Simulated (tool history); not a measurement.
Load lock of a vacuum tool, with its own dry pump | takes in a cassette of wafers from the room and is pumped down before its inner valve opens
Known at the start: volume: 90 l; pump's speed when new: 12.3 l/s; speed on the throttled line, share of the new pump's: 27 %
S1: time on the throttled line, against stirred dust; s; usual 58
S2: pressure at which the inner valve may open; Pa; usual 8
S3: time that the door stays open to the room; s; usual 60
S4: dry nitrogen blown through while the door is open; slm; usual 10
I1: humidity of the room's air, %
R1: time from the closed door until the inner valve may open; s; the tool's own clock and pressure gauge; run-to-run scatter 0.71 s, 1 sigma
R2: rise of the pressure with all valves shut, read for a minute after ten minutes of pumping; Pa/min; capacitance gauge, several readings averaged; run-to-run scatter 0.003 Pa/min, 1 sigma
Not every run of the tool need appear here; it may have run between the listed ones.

{"run": 1, "hour": 0.0, "S1": 58, "S2": 8, "S3": 60, "S4": 10, "I1": 44.2, "R1": 111.5, "R2": 0.639}
{"run": 2, "hour": 314.3, "S1": 58, "S2": 8, "S3": 37, "S4": 10, "I1": 47, "R1": 112.6, "R2": 0.677}
{"run": 3, "hour": 761.6, "S1": 58, "S2": 8, "S3": 37, "S4": 10, "I1": 42.2, "R1": 112.8, "R2": 0.717}
{"hour": 943.0, "done": "door's seal changed, seat wiped"}
{"run": 4, "hour": 1249.8, "S1": 58, "S2": 8, "S3": 60, "S4": 10, "I1": 46.7, "R1": 113.3, "R2": 0.027}
{"run": 5, "hour": 1645.0, "S1": 58, "S2": 8, "S3": 60, "S4": 10, "I1": 39.8, "R1": 114.7, "R2": 0.039}
{"run": 6, "hour": 2181.6, "S1": 58, "S2": 8, "S3": 60, "S4": 10, "I1": 47.5, "R1": 115.3, "R2": 0.052}
{"run": 7, "hour": 2722.7, "S1": 58, "S2": 8, "S3": 60, "S4": 10, "I1": 48.8, "R1": 113.2, "R2": 0.078}
{"run": 8, "hour": 3033.8, "S1": 58, "S2": 8, "S3": 26, "S4": 10, "I1": 44.1, "R1": 114, "R2": 0.077}
{"run": 9, "hour": 3530.3, "S1": 58, "S2": 8, "S3": 26, "S4": 10, "I1": 44.9, "R1": 114, "R2": 0.106}
{"run": 10, "hour": 4004.8, "S1": 31, "S2": 8, "S3": 60, "S4": 6, "I1": 46, "R1": 95.7, "R2": 0.136}
{"run": 11, "hour": 4258.7, "S1": 90, "S2": 8, "S3": 60, "S4": 10, "I1": 47.7, "R1": 136.8, "R2": 0.147}
{"run": 12, "hour": 4578.2, "S1": 90, "S2": 8, "S3": 60, "S4": 10, "I1": 44.7, "R1": 137.8, "R2": 0.164}
{"run": 13, "hour": 5089.7, "S1": 90, "S2": 8, "S3": 60, "S4": 10, "I1": 41.3, "R1": 139.5, "R2": 0.198}

Branching from run 13: 5 alternative next runs. What would each branch give?
{"run": "A", "hour": 5527.2, "S1": 58, "S2": 7, "S3": 167, "S4": 30, "I1": 43.8, "R1": "?", "R2": "?"}
{"run": "B", "hour": 5527.2, "S1": 90, "S2": 8, "S3": 60, "S4": 13, "I1": 42.5, "R1": "?", "R2": "?"}
{"run": "C", "hour": 5527.2, "S1": 90, "S2": 14, "S3": 60, "S4": 10, "I1": 44, "R1": "?", "R2": "?"}
{"run": "D", "hour": 5527.2, "S1": 32, "S2": 8, "S3": 60, "S4": 10, "I1": 41.5, "R1": "?", "R2": "?"}
{"run": "E", "hour": 5527.2, "S1": 78, "S2": 8, "S3": 187, "S4": 10, "I1": 43.7, "R1": "?", "R2": "?"}

run=A R1=114.9 R2=0.227
run=B R1=137.4 R2=0.224
run=C R1=133.9 R2=0.226
run=D R1=96.3 R2=0.218
run=E R1=129.4 R2=0.24
Without the tool's hidden state the same runs would have given:
run=A R1=111.6 R2=0.022
run=B R1=134.6 R2=0.019
run=C R1=131.4 R2=0.025
run=D R1=92.4 R2=0.013
run=E R1=126.4 R2=0.036

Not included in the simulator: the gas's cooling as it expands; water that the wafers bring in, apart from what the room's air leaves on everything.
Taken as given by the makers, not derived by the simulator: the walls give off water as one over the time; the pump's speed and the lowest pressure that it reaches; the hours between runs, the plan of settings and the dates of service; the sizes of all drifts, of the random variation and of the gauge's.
